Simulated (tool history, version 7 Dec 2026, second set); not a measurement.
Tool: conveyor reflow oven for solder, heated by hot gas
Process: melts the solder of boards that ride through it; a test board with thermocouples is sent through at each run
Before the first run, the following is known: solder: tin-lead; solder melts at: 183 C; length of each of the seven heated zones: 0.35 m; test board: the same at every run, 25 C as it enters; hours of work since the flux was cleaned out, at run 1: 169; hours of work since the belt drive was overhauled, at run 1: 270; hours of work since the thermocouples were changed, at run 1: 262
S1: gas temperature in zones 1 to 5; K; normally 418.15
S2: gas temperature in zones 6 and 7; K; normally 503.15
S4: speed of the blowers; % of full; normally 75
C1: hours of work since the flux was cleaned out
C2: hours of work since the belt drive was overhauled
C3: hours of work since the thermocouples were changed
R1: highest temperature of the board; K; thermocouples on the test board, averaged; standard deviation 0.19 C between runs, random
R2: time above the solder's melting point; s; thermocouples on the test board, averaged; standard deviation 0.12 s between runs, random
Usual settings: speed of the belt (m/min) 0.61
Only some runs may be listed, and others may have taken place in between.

run 1 hour=0 | S1=418.15 S2=503.15 speed_of_the_belt_(m/min)=0.61 S4=75 | C1=169 C2=270 C3=262 | R1=489.65 R2=54.1
run 2 hour=9.2 | S1=418.15 S2=503.15 speed_of_the_belt_(m/min)=0.61 S4=75 | C1=175 C2=275 C3=267 | R1=489.85 R2=54.1
run 3 hour=18.6 | S1=418.15 S2=503.15 speed_of_the_belt_(m/min)=0.61 S4=75 | C1=180 C2=281 C3=273 | R1=489.45 R2=54.2
run 4 hour=26.4 | S1=418.15 S2=503.15 speed_of_the_belt_(m/min)=0.61 S4=75 | C1=185 C2=285 C3=277 | R1=489.25 R2=54.1
run 5 hour=34 | S1=410.15 S2=503.15 speed_of_the_belt_(m/min)=0.61 S4=75 | C1=189 C2=290 C3=282 | R1=488.15 R2=50.1
run 6 hour=42.4 | S1=418.15 S2=498.15 speed_of_the_belt_(m/min)=0.61 S4=75 | C1=194 C2=295 C3=286 | R1=485.05 R2=50.8
run 7 hour=49.5 | S1=418.15 S2=498.15 speed_of_the_belt_(m/min)=0.61 S4=75 | C1=198 C2=299 C3=291 | R1=484.75 R2=50.7
run 8 hour=55.8 | S1=418.15 S2=503.15 speed_of_the_belt_(m/min)=0.61 S4=75 | C1=202 C2=302 C3=294 | R1=489.15 R2=54.2
run 9 hour=66.5 | S1=418.15 S2=503.15 speed_of_the_belt_(m/min)=0.61 S4=75 | C1=208 C2=309 C3=300 | R1=488.75 R2=54
run 10 hour=77.2 | S1=418.15 S2=503.15 speed_of_the_belt_(m/min)=0.61 S4=75 | C1=214 C2=315 C3=307 | R1=488.95 R2=53.8
run 11 hour=85.9 | S1=418.15 S2=503.15 speed_of_the_belt_(m/min)=0.61 S4=75 | C1=219 C2=320 C3=312 | R1=488.75 R2=53.9
-- hour=98.9 flux residue cleaned out of gas plates and filters
run 12 hour=103.2 | S1=418.15 S2=503.15 speed_of_the_belt_(m/min)=0.495 S4=75 | C1=2 C2=327 C3=319 | R1=495.45 R2=72.7
run 13 hour=113.9 | S1=418.15 S2=503.15 speed_of_the_belt_(m/min)=0.495 S4=75 | C1=9 C2=333 C3=325 | R1=495.75 R2=72.8
run 14 hour=121.7 | S1=418.15 S2=503.15 speed_of_the_belt_(m/min)=0.495 S4=75 | C1=13 C2=338 C3=330 | R1=495.35 R2=72.7
run 15 hour=129.8 | S1=424.15 S2=503.15 speed_of_the_belt_(m/min)=0.61 S4=75 | C1=18 C2=342 C3=334 | R1=491.65 R2=58.2
run 16 hour=140.3 | S1=424.15 S2=503.15 speed_of_the_belt_(m/min)=0.61 S4=75 | C1=24 C2=348 C3=340 | R1=491.65 R2=58.4
run 17 hour=149 | S1=424.15 S2=503.15 speed_of_the_belt_(m/min)=0.61 S4=60 | C1=29 C2=353 C3=345 | R1=489.65 R2=56.3
run 18 hour=158.4 | S1=429.15 S2=504.15 speed_of_the_belt_(m/min)=0.722 S4=74 | C1=35 C2=359 C3=351 | R1=488.85 R2=48.7
run 19 hour=164.1 | S1=419.15 S2=500.15 speed_of_the_belt_(m/min)=0.512 S4=54 | C1=38 C2=362 C3=354 | R1=489.55 R2=66
run 20 hour=173.4 | S1=414.15 S2=515.15 speed_of_the_belt_(m/min)=0.61 S4=51 | C1=43 C2=368 C3=360 | R1=496.45 R2=57
run 21 hour=184.9 | S1=414.15 S2=515.15 speed_of_the_belt_(m/min)=0.61 S4=51 | C1=50 C2=374 C3=366 | R1=496.15 R2=57.1
run 22 hour=196.6 | S1=414.15 S2=515.15 speed_of_the_belt_(m/min)=0.61 S4=51 | C1=57 C2=381 C3=373 | R1=496.55 R2=56.9
run 23 hour=207.7 | S1=406.15 S2=495.15 speed_of_the_belt_(m/min)=0.568 S4=75 | C1=63 C2=387 C3=379 | R1=483.15 R2=50
run 24 hour=216.8 | S1=406.15 S2=507.15 speed_of_the_belt_(m/min)=0.568 S4=75 | C1=68 C2=393 C3=385 | R1=494.25 R2=58
run 25 hour=227.9 | S1=432.15 S2=507.15 speed_of_the_belt_(m/min)=0.692 S4=77 | C1=75 C2=399 C3=391 | R1=493.25 R2=54.4
run 26 hour=238.5 | S1=432.15 S2=507.15 speed_of_the_belt_(m/min)=0.692 S4=77 | C1=81 C2=405 C3=397 | R1=493.15 R2=54.5
run 27 hour=246 | S1=432.15 S2=507.15 speed_of_the_belt_(m/min)=0.692 S4=77 | C1=85 C2=410 C3=402 | R1=492.95 R2=54.5
run 28 hour=251.5 | S1=414.15 S2=503.15 speed_of_the_belt_(m/min)=0.61 S4=75 | C1=88 C2=413 C3=405 | R1=489.55 R2=52.9
run 29 hour=263.3 | S1=418.15 S2=518.15 speed_of_the_belt_(m/min)=0.493 S4=67 | C1=95 C2=420 C3=412 | R1=508.15 R2=79.8
run 30 hour=268.9 | S1=404.15 S2=503.15 speed_of_the_belt_(m/min)=0.61 S4=75 | C1=99 C2=423 C3=415 | R1=487.85 R2=48.8
run 31 hour=279.2 | S1=404.15 S2=503.15 speed_of_the_belt_(m/min)=0.61 S4=75 | C1=105 C2=429 C3=421 | R1=487.75 R2=48.5

Pick out some run-to-run changes in R1. Of each, how much would a tool without hidden state show as well, from the settings, what came in and chance, and how much is left for the hidden state and any gauge scatter not in both results compared?
The hidden state here: heat that the gas passes to the board, % of a clean oven's; belt's true speed, % of the reading; true gas temperature in zones 6 and 7 over the reading, C; drift of the gauge itself on peak_c, C; drift of the gauge itself on liquid_s, %.
Run 4 -> 5: S1 418.15 -> 410.15. R1 -1.1 K: hidden state -0.3, all else -0.8.
Run 5 -> 6: S1 410.15 -> 418.15, S2 503.15 -> 498.15. R1 -3.1 K: hidden state +0.3, all else -3.4.
Run 11 -> 12: speed of the belt (m/min) 0.61 -> 0.495, flux residue cleaned out of gas plates and filters. R1 +6.7 K: hidden state +1.8, all else +4.9.
Run 22 -> 23: S1 414.15 -> 406.15, S2 515.15 -> 495.15, speed of the belt (m/min) 0.61 -> 0.568, S4 51 -> 75. R1 -13.4 K: hidden state -0.1, all else -13.3.
Run 28 -> 29: S1 414.15 -> 418.15, S2 503.15 -> 518.15, speed of the belt (m/min) 0.61 -> 0.493, S4 75 -> 67. R1 +18.6 K: hidden state +0.1, all else +18.5.
Run 29 -> 30: S1 418.15 -> 404.15, S2 518.15 -> 503.15, speed of the belt (m/min) 0.493 -> 0.61, S4 67 -> 75. R1 -20.3 K: hidden state -0.3, all else -20.

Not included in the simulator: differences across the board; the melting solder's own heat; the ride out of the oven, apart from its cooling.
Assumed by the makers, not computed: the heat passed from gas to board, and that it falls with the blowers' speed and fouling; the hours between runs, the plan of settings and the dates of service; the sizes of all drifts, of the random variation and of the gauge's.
